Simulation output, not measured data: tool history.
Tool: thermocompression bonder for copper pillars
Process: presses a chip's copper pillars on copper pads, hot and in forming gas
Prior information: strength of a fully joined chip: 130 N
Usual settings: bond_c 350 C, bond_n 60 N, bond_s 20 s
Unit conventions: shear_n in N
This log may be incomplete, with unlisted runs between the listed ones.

| run | hour | bond_c | bond_n | bond_s | shear_n |
|---|---|---|---|---|---|
| 1 | 0.0 | 350 | 60 | 20 | 68.4 |
| 2 | 54.8 | 350 | 60 | 20 | 68.6 |
| 3 | 149.6 | 344 | 60 | 20 | 63.9 |
| 4 | 221.4 | 344 | 60 | 20 | 64.3 |
|  | 229.4 | forming gas filter changed |
| 5 | 275.8 | 344 | 60 | 20 | 63.9 |
| 6 | 346.6 | 350 | 60 | 20 | 69.1 |
| 7 | 427.8 | 350 | 60 | 54 | 92.6 |
| 8 | 517.8 | 350 | 60 | 54 | 92.7 |
| 9 | 569.2 | 350 | 60 | 54 | 92.0 |
| 10 | 623.2 | 350 | 60 | 54 | 92.7 |
| 11 | 701.2 | 350 | 60 | 20 | 68.8 |
|  | 772.0 | forming gas filter changed |
| 12 | 786.1 | 350 | 60 | 20 | 69.2 |
| 13 | 839.5 | 350 | 60 | 20 | 69.0 |
| 14 | 902.3 | 350 | 60 | 20 | 68.8 |
|  | 965.1 | heater calibrated with a thermocouple chip |
| 15 | 978.9 | 365 | 66 | 33 | 97.2 |
| 16 | 1045.0 | 358 | 78 | 38 | 102.5 |
| 17 | 1092.2 | 358 | 78 | 38 | 102.7 |
|  | 1128.7 | force cell calibrated |
| 18 | 1146.9 | 366 | 61 | 18 | 79.1 |
| 19 | 1193.9 | 366 | 61 | 18 | 79.3 |
| 20 | 1268.8 | 366 | 61 | 18 | 79.4 |
|  | 1318.1 | forming gas filter changed |
| 21 | 1354.2 | 350 | 66 | 11 | 60.7 |
| 22 | 1400.3 | 360 | 50 | 18 | 65.9 |
| 23 | 1496.2 | 360 | 56 | 18 | 71.5 |
| 24 | 1542.0 | 360 | 56 | 18 | 71.3 |
| 25 | 1611.4 | 350 | 60 | 44 | 88.0 |
| 26 | 1684.7 | 350 | 60 | 40 | 86.2 |
| 27 | 1747.2 | 326 | 39 | 11 | 28.4 |

Predict each of these 5 candidate next runs independently; none follows another, all start after run 27:
| A | 1793.6 | 325 | 60 | 12 | ? |
| B | 1793.6 | 350 | 76 | 52 | ? |
| C | 1793.6 | 353 | 38 | 15 | ? |
| D | 1793.6 | 350 | 63 | 19 | ? |
| E | 1793.6 | 326 | 39 | 11 | ? |

| run | shear_n |
|---|---|
| A | 42.3 |
| B | 103.5 |
| C | 46.4 |
| D | 71.2 |
| E | 28.3 |
Take away the tool's hidden state, keep each run's random variation, and the runs would have read:
| run | shear_n |
|---|---|
| A | 41.5 |
| B | 101.7 |
| C | 45.6 |
| D | 70.0 |
| E | 27.8 |
